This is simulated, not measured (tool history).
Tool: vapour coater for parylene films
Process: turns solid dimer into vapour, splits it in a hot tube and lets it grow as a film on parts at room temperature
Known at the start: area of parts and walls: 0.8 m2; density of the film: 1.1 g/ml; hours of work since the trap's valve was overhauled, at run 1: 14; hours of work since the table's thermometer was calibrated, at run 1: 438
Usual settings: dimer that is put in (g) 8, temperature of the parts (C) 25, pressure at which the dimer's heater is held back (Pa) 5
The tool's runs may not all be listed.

run,hour,dimer that is put in (g),temperature of the parts (C),pressure at which the dimer's heater is held back (Pa),hours of work since the trap's valve was overhauled,hours of work since the table's thermometer was calibrated,thickness of the film (nm)
1,0,8,25,5,14,438,7120
2,24.5,8,25,5,27,451,6990
3,51.1,8,25,5,40,465,6980
4,80.1,8,25,5,55,480,6920
5,114.8,8,25,5,73,498,7000
6,147.7,8,25,5,90,515,6820
# hour 150.7: table's thermometer calibrated
7,184.3,4,19,5,109,17,3820
8,209,5,27,3.85,122,30,4200
9,230,5,37,3.85,133,41,3340
10,262.3,10,23,5,149,58,8520
11,293.2,8,24,4.6,165,74,6770

Some steps in thickness of the film (nm) between neighbouring runs. How much of each would the tool show without its hidden state too (settings, what came in, random variation), and how much is left for the hidden state, with any gauge scatter that isn't in both results?
The hidden state here: vapour lost through the trap's worn valve, %; true temperature of the parts over the reading, C; drift of the gauge itself on film_um, %.
Run 9 -> 10: dimer that is put in (g) 5 -> 10, temperature of the parts (C) 37 -> 23, pressure at which the dimer's heater is held back (Pa) 3.85 -> 5. thickness of the film (nm) +5180: hidden state -560, all else +5740.

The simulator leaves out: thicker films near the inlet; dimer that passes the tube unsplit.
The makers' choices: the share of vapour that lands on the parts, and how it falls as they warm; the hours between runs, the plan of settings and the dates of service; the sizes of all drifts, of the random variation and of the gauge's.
